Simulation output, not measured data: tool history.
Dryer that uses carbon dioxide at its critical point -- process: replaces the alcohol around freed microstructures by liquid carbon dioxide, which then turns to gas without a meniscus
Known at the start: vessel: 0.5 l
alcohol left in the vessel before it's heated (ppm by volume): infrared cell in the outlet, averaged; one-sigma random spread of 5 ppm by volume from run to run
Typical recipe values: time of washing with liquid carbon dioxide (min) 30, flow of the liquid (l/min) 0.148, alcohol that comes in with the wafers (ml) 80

| run | hour | time of washing with liquid carbon dioxide (min) | flow of the liquid (l/min) | alcohol that comes in with the wafers (ml) | alcohol left in the vessel before it's heated (ppm by volume) |
|---|---|---|---|---|---|
| 1 | 0.0 | 30 | 0.148 | 80 | 200 |
| 2 | 28.2 | 30 | 0.148 | 80 | 189 |
| 3 | 70.8 | 30 | 0.148 | 80 | 205 |
| 4 | 120.5 | 30 | 0.148 | 80 | 220 |
| 5 | 167.4 | 47 | 0.148 | 80 | 135 |
| 6 | 194.7 | 47 | 0.148 | 80 | 146 |
| 7 | 251.3 | 47 | 0.148 | 80 | 153 |
| 8 | 279.3 | 23 | 0.148 | 80 | 713 |
| 9 | 314.6 | 23 | 0.148 | 80 | 729 |
| 10 | 343.1 | 19 | 0.093 | 27 | 3052 |
| 11 | 377.0 | 21 | 0.191 | 72 | 396 |
|  | 407.1 | purifier's bed changed |
| 12 | 407.1 | 37 | 0.112 | 20 | 55 |
|  | 424.0 | inlet filter changed |
| 13 | 466.2 | 42 | 0.131 | 34 | 10 |

Some steps in alcohol left in the vessel before it's heated (ppm by volume) between neighbouring runs. How much of each would the tool show without its hidden state too (settings, what came in, random variation), and how much is left for the hidden state, with any gauge scatter that isn't in both results?
Hidden conditions of the tool in this case: flow that reaches the vessel past the clogged filter, %; alcohol in the recycled carbon dioxide, ppm; drift of the gauge itself on alcohol_ppm, %.
Run 10 -> 11: time of washing with liquid carbon dioxide (min) 19 -> 21, flow of the liquid (l/min) 0.093 -> 0.191, alcohol that comes in with the wafers (ml) 27 -> 72. alcohol left in the vessel before it's heated (ppm by volume) -2656: hidden state -925, all else -1731.
